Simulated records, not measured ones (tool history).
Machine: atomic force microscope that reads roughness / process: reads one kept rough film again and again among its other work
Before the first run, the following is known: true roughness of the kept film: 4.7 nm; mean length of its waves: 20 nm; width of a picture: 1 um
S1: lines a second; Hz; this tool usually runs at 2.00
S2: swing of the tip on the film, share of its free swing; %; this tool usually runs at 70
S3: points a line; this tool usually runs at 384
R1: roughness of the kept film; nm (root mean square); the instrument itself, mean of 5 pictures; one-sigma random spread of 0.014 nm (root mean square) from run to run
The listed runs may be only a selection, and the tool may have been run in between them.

Run 1, hour 0.0: usual settings. Result: R1 3.328 nm (root mean square).
Run 2, hour 33.4: usual settings. Result: R1 2.885 nm (root mean square).
Run 3, hour 62.5: usual settings but S2 74 %. Result: R1 2.546 nm (root mean square).
Run 4, hour 114.6: usual settings but S2 74 %. Result: R1 2.144 nm (root mean square).
At hour 124.1: new tip fitted.
Run 5, hour 151.6: usual settings but S1 1.51 Hz, S2 74 %. Result: R1 2.999 nm (root mean square).
Run 6, hour 199.8: usual settings but S1 1.51 Hz, S2 74 %. Result: R1 2.516 nm (root mean square).
Run 7, hour 227.2: usual settings. Result: R1 2.337 nm (root mean square).
At hour 250.4: new tip fitted.
Run 8, hour 275.3: usual settings. Result: R1 2.987 nm (root mean square).
Run 9, hour 323.0: usual settings but S3 289. Result: R1 2.491 nm (root mean square).
At hour 373.7: new tip fitted.
Run 10, hour 376.5: usual settings but S3 289. Result: R1 3.302 nm (root mean square).
Run 11, hour 429.3: usual settings but S3 289. Result: R1 2.646 nm (root mean square).
Run 12, hour 454.8: usual settings. Result: R1 2.455 nm (root mean square).
Run 13, hour 485.3: usual settings. Result: R1 2.224 nm (root mean square).
At hour 499.8: new tip fitted.
Run 14, hour 519.5: usual settings. Result: R1 3.094 nm (root mean square).
Run 15, hour 547.2: usual settings. Result: R1 2.797 nm (root mean square).
Run 16, hour 589.9: usual settings but S1 0.52 Hz. Result: R1 2.609 nm (root mean square).
Run 17, hour 616.7: usual settings but S1 0.52 Hz. Result: R1 2.404 nm (root mean square).
At hour 624.6: new tip fitted.
Run 18, hour 648.2: usual settings. Result: R1 3.039 nm (root mean square).
Run 19, hour 675.0: usual settings but S1 2.78 Hz, S2 83 %, S3 482. Result: R1 2.293 nm (root mean square).
Run 20, hour 697.5: usual settings but S1 2.78 Hz, S2 73 %, S3 737. Result: R1 2.347 nm (root mean square).
At hour 749.1: new tip fitted.
Run 21, hour 750.7: usual settings but S1 2.78 Hz, S2 84 %, S3 575. Result: R1 2.778 nm (root mean square).
Run 22, hour 778.2: usual settings but S1 1.33 Hz, S3 512. Result: R1 3.110 nm (root mean square).
Run 23, hour 829.9: usual settings but S1 1.33 Hz, S3 512. Result: R1 2.587 nm (root mean square).
At hour 874.7: new tip fitted.
Run 24, hour 875.6: usual settings but S3 903. Result: R1 3.385 nm (root mean square).

Forecast run 25:
Run 25, hour 914.5: usual settings but S3 903. Result: R1 ?.

R1: 2.881 nm (root mean square)
Were there no unlogged condition in the tool, this run, its random variation unchanged, would have produced R1 3.392 nm (root mean square).

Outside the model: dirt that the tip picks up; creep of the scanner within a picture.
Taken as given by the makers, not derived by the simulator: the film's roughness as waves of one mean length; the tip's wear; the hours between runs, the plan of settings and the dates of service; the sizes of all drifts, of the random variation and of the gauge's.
